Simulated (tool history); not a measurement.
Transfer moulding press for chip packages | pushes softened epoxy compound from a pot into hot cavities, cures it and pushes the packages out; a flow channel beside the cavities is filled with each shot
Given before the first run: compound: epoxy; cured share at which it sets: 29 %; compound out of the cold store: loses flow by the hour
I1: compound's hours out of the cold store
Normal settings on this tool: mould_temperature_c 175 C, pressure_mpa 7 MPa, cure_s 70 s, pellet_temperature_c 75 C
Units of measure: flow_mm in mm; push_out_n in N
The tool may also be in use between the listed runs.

{"run": 1, "day": 0.0, "mould_temperature_c": 175, "pressure_mpa": 7, "cure_s": 70, "pellet_temperature_c": 75, "I1": 29.1, "flow_mm": 634, "push_out_n": 1299}
{"run": 2, "day": 2.996, "mould_temperature_c": 175, "pressure_mpa": 7, "cure_s": 70, "pellet_temperature_c": 75, "I1": 22.8, "flow_mm": 650, "push_out_n": 1271}
{"run": 3, "day": 5.675, "mould_temperature_c": 175, "pressure_mpa": 7, "cure_s": 70, "pellet_temperature_c": 67, "I1": 30.3, "flow_mm": 618, "push_out_n": 1181}
{"run": 4, "day": 7.6, "mould_temperature_c": 175, "pressure_mpa": 7, "cure_s": 61, "pellet_temperature_c": 75, "I1": 19.5, "flow_mm": 651, "push_out_n": 1131}
{"run": 5, "day": 9.375, "mould_temperature_c": 175, "pressure_mpa": 7, "cure_s": 61, "pellet_temperature_c": 75, "I1": 14.4, "flow_mm": 670, "push_out_n": 1822}
{"run": 6, "day": 11.871, "mould_temperature_c": 175, "pressure_mpa": 7, "cure_s": 102, "pellet_temperature_c": 75, "I1": 39, "flow_mm": 574, "push_out_n": 697}
{"run": 7, "day": 14.579, "mould_temperature_c": 175, "pressure_mpa": 7, "cure_s": 98, "pellet_temperature_c": 75, "I1": 40.2, "flow_mm": 591, "push_out_n": 516}
{"run": 8, "day": 17.654, "mould_temperature_c": 175, "pressure_mpa": 7, "cure_s": 104, "pellet_temperature_c": 75, "I1": 47.8, "flow_mm": 561, "push_out_n": 451}
{"run": 9, "day": 19.642, "mould_temperature_c": 175, "pressure_mpa": 7, "cure_s": 104, "pellet_temperature_c": 75, "I1": 47, "flow_mm": 558, "push_out_n": 807}
{"run": 10, "day": 21.2, "mould_temperature_c": 175, "pressure_mpa": 7, "cure_s": 104, "pellet_temperature_c": 83, "I1": 8.2, "flow_mm": 697, "push_out_n": 477}
{"run": 11, "day": 22.942, "mould_temperature_c": 175, "pressure_mpa": 7, "cure_s": 104, "pellet_temperature_c": 83, "I1": 39, "flow_mm": 580, "push_out_n": 775}
{"run": 12, "day": 24.85, "mould_temperature_c": 175, "pressure_mpa": 7, "cure_s": 104, "pellet_temperature_c": 83, "I1": 37.2, "flow_mm": 583, "push_out_n": 482}
{"run": 13, "day": 26.871, "mould_temperature_c": 175, "pressure_mpa": 7, "cure_s": 104, "pellet_temperature_c": 79, "I1": 23, "flow_mm": 655, "push_out_n": 810}
{"run": 14, "day": 29.25, "mould_temperature_c": 175, "pressure_mpa": 7, "cure_s": 104, "pellet_temperature_c": 79, "I1": 22.3, "flow_mm": 655, "push_out_n": 653}
{"run": 15, "day": 31.096, "mould_temperature_c": 175, "pressure_mpa": 7, "cure_s": 104, "pellet_temperature_c": 79, "I1": 22.2, "flow_mm": 650, "push_out_n": 860}
{"run": 16, "day": 33.829, "mould_temperature_c": 175, "pressure_mpa": 7, "cure_s": 80, "pellet_temperature_c": 83, "I1": 15.9, "flow_mm": 668, "push_out_n": 997}
{"run": 17, "day": 35.892, "mould_temperature_c": 175, "pressure_mpa": 7, "cure_s": 80, "pellet_temperature_c": 83, "I1": 37.8, "flow_mm": 585, "push_out_n": 713}
{"run": 18, "day": 37.438, "mould_temperature_c": 171, "pressure_mpa": 7, "cure_s": 94, "pellet_temperature_c": 83, "I1": 33.6, "flow_mm": 601, "push_out_n": 946}
{"run": 19, "day": 39.392, "mould_temperature_c": 171, "pressure_mpa": 7, "cure_s": 94, "pellet_temperature_c": 83, "I1": 15.3, "flow_mm": 665, "push_out_n": 719}
{"run": 20, "day": 41.354, "mould_temperature_c": 171, "pressure_mpa": 7, "cure_s": 94, "pellet_temperature_c": 83, "I1": 22.4, "flow_mm": 662, "push_out_n": 930}
{"run": 21, "day": 44.858, "mould_temperature_c": 172, "pressure_mpa": 5.41, "cure_s": 68, "pellet_temperature_c": 75, "I1": 23.8, "flow_mm": 569, "push_out_n": 1787}
{"run": 22, "day": 46.708, "mould_temperature_c": 175, "pressure_mpa": 7, "cure_s": 70, "pellet_temperature_c": 75, "I1": 9.4, "flow_mm": 696, "push_out_n": 1058}
{"run": 23, "day": 49.842, "mould_temperature_c": 175, "pressure_mpa": 5.35, "cure_s": 70, "pellet_temperature_c": 75, "I1": 22.1, "flow_mm": 557, "push_out_n": 967}
{"run": 24, "day": 51.825, "mould_temperature_c": 182, "pressure_mpa": 6.77, "cure_s": 70, "pellet_temperature_c": 83, "I1": 34.5, "flow_mm": 570, "push_out_n": 925}
{"run": 25, "day": 53.908, "mould_temperature_c": 182, "pressure_mpa": 7, "cure_s": 54, "pellet_temperature_c": 71, "I1": 13.6, "flow_mm": 683, "push_out_n": 1393}
{"run": 26, "day": 55.671, "mould_temperature_c": 174, "pressure_mpa": 8.1, "cure_s": 52, "pellet_temperature_c": 69, "I1": 16.7, "flow_mm": 728, "push_out_n": 2970}
{"run": 27, "day": 58.167, "mould_temperature_c": 173, "pressure_mpa": 5.86, "cure_s": 55, "pellet_temperature_c": 83, "I1": 16.4, "flow_mm": 616, "push_out_n": 2502}

Between the runs listed above, the log contained 23 entries, not reproduced here. Where in the sequence does each belong, and how does what the log doesn't record of the tool's condition differ from the listed run before to the listed run after?
From run 1 to run 2: cavities cleaned with cleaning compound and waxed (day 0.508)
  true mould temperature over the reading, C: -0.48 -> -0.51; pressure that reaches the compound, % of what is set: 99.41 -> 97.47; grip of the stained cavities, % over clean ones': 101.6 -> 92.5
  measured value less the no-hidden-state value, flow_mm: -1 -> -7 mm; push_out_n: +669 -> +627 N
From run 2 to run 3: cavities cleaned with cleaning compound and waxed (day 3.929)
  true mould temperature over the reading, C: -0.51 -> -0.53; pressure that reaches the compound, % of what is set: 97.47 -> 95.96; grip of the stained cavities, % over clean ones': 92.5 -> 79.5
  measured value less the no-hidden-state value, flow_mm: -7 -> -12 mm; push_out_n: +627 -> +544 N
From run 3 to run 4: cavities cleaned with cleaning compound and waxed (day 7.317)
  true mould temperature over the reading, C: -0.53 -> -0.55; pressure that reaches the compound, % of what is set: 95.96 -> 94.79; grip of the stained cavities, % over clean ones': 79.5 -> 20.6
  measured value less the no-hidden-state value, flow_mm: -12 -> -17 mm; push_out_n: +544 -> +228 N
From run 5 to run 6: cavities cleaned with cleaning compound and waxed (day 10.762)
  true mould temperature over the reading, C: -0.56 -> -0.59; pressure that reaches the compound, % of what is set: 93.75 -> 92.22; grip of the stained cavities, % over clean ones': 85.7 -> 59.3
  measured value less the no-hidden-state value, flow_mm: -21 -> -23 mm; push_out_n: +877 -> +259 N
From run 6 to run 7: plunger's sealing rings changed (day 12.85); cavities cleaned with cleaning compound and waxed (day 14.262)
  true mould temperature over the reading, C: -0.59 -> -0.61; pressure that reaches the compound, % of what is set: 92.22 -> 98.85; grip of the stained cavities, % over clean ones': 59.3 -> 19.4
  measured value less the no-hidden-state value, flow_mm: -23 -> -3 mm; push_out_n: +259 -> +86 N
From run 7 to run 8: cavities cleaned with cleaning compound and waxed (day 17.654)
  true mould temperature over the reading, C: -0.61 -> -0.64; pressure that reaches the compound, % of what is set: 98.85 -> 97.04; grip of the stained cavities, % over clean ones': 19.4 -> 2.9
  measured value less the no-hidden-state value, flow_mm: -3 -> -8 mm; push_out_n: +86 -> +14 N
From run 9 to run 10: cavities cleaned with cleaning compound and waxed (day 21.029)
  true mould temperature over the reading, C: -0.66 -> -0.68; pressure that reaches the compound, % of what is set: 95.71 -> 94.76; grip of the stained cavities, % over clean ones': 86 -> 12.5
  measured value less the no-hidden-state value, flow_mm: -12 -> -18 mm; push_out_n: +372 -> +55 N
From run 11 to run 12: cavities cleaned with cleaning compound and waxed (day 24.579)
  true mould temperature over the reading, C: -0.69 -> -0.71; pressure that reaches the compound, % of what is set: 93.75 -> 92.58; grip of the stained cavities, % over clean ones': 81.1 -> 17.1
  measured value less the no-hidden-state value, flow_mm: -18 -> -22 mm; push_out_n: +349 -> +73 N
From run 12 to run 13: plunger's sealing rings changed (day 26.408)
  true mould temperature over the reading, C: -0.71 -> -0.73; pressure that reaches the compound, % of what is set: 92.58 -> 99.46; grip of the stained cavities, % over clean ones': 17.1 -> 86.9
  measured value less the no-hidden-state value, flow_mm: -22 -> +0 mm; push_out_n: +73 -> +379 N
From run 13 to run 14: mould's thermocouples calibrated (day 27.279); cavities cleaned with cleaning compound and waxed (day 28.129)
  true mould temperature over the reading, C: -0.73 -> -1.06; pressure that reaches the compound, % of what is set: 99.46 -> 98.08; grip of the stained cavities, % over clean ones': 86.9 -> 58
  measured value less the no-hidden-state value, flow_mm: +0 -> -5 mm; push_out_n: +379 -> +245 N
From run 15 to run 16: cavities cleaned with cleaning compound and waxed (day 31.612)
  true mould temperature over the reading, C: -1.08 -> -1.1; pressure that reaches the compound, % of what is set: 96.89 -> 95.23; grip of the stained cavities, % over clean ones': 104.6 -> 90.7
  measured value less the no-hidden-state value, flow_mm: -9 -> -15 mm; push_out_n: +442 -> +494 N
From run 16 to run 17: cavities cleaned with cleaning compound and waxed (day 35.042)
  true mould temperature over the reading, C: -1.1 -> -1.12; pressure that reaches the compound, % of what is set: 95.23 -> 93.94; grip of the stained cavities, % over clean ones': 90.7 -> 44.6
  measured value less the no-hidden-state value, flow_mm: -15 -> -17 mm; push_out_n: +494 -> +238 N
From run 18 to run 19: cavities cleaned with cleaning compound and waxed (day 38.429)
  true mould temperature over the reading, C: -1.14 -> -1.15; pressure that reaches the compound, % of what is set: 92.96 -> 91.79; grip of the stained cavities, % over clean ones': 93.2 -> 51
  measured value less the no-hidden-state value, flow_mm: -21 -> -27 mm; push_out_n: +475 -> +260 N
From run 19 to run 20: plunger's sealing rings changed (day 40.004)
  true mould temperature over the reading, C: -1.15 -> -1.17; pressure that reaches the compound, % of what is set: 91.79 -> 98.95; grip of the stained cavities, % over clean ones': 51 -> 97.7
  measured value less the no-hidden-state value, flow_mm: -27 -> -2 mm; push_out_n: +260 -> +477 N
From run 20 to run 21: cavities cleaned with cleaning compound and waxed (day 41.896)
  true mould temperature over the reading, C: -1.17 -> -1.2; pressure that reaches the compound, % of what is set: 98.95 -> 96.8; grip of the stained cavities, % over clean ones': 97.7 -> 102.6
  measured value less the no-hidden-state value, flow_mm: -2 -> -8 mm; push_out_n: +477 -> +973 N
From run 21 to run 22: cavities cleaned with cleaning compound and waxed (day 45.396); mould's thermocouples calibrated, once more (day 46.125)
  true mould temperature over the reading, C: -1.2 -> 0.1; pressure that reaches the compound, % of what is set: 96.8 -> 95.79; grip of the stained cavities, % over clean ones': 102.6 -> 62.3
  measured value less the no-hidden-state value, flow_mm: -8 -> -15 mm; push_out_n: +973 -> +399 N
From run 22 to run 23: cavities cleaned with cleaning compound and waxed (day 48.979)
  true mould temperature over the reading, C: 0.1 -> 0.07; pressure that reaches the compound, % of what is set: 95.79 -> 93.96; grip of the stained cavities, % over clean ones': 62.3 -> 49.4
  measured value less the no-hidden-state value, flow_mm: -15 -> -18 mm; push_out_n: +399 -> +317 N
From run 24 to run 25: cavities cleaned with cleaning compound and waxed (day 52.404); plunger's sealing rings changed (day 53.525)
  true mould temperature over the reading, C: 0.05 -> 0.03; pressure that reaches the compound, % of what is set: 92.75 -> 99.58; grip of the stained cavities, % over clean ones': 102.4 -> 65.9
  measured value less the no-hidden-state value, flow_mm: -22 -> -1 mm; push_out_n: +469 -> +552 N
From run 26 to run 27: cavities cleaned with cleaning compound and waxed (day 55.967)
  true mould temperature over the reading, C: 0.02 -> -0.01; pressure that reaches the compound, % of what is set: 98.33 -> 96.9; grip of the stained cavities, % over clean ones': 102.9 -> 88.7
  measured value less the no-hidden-state value, flow_mm: -6 -> -10 mm; push_out_n: +1504 -> +1177 N
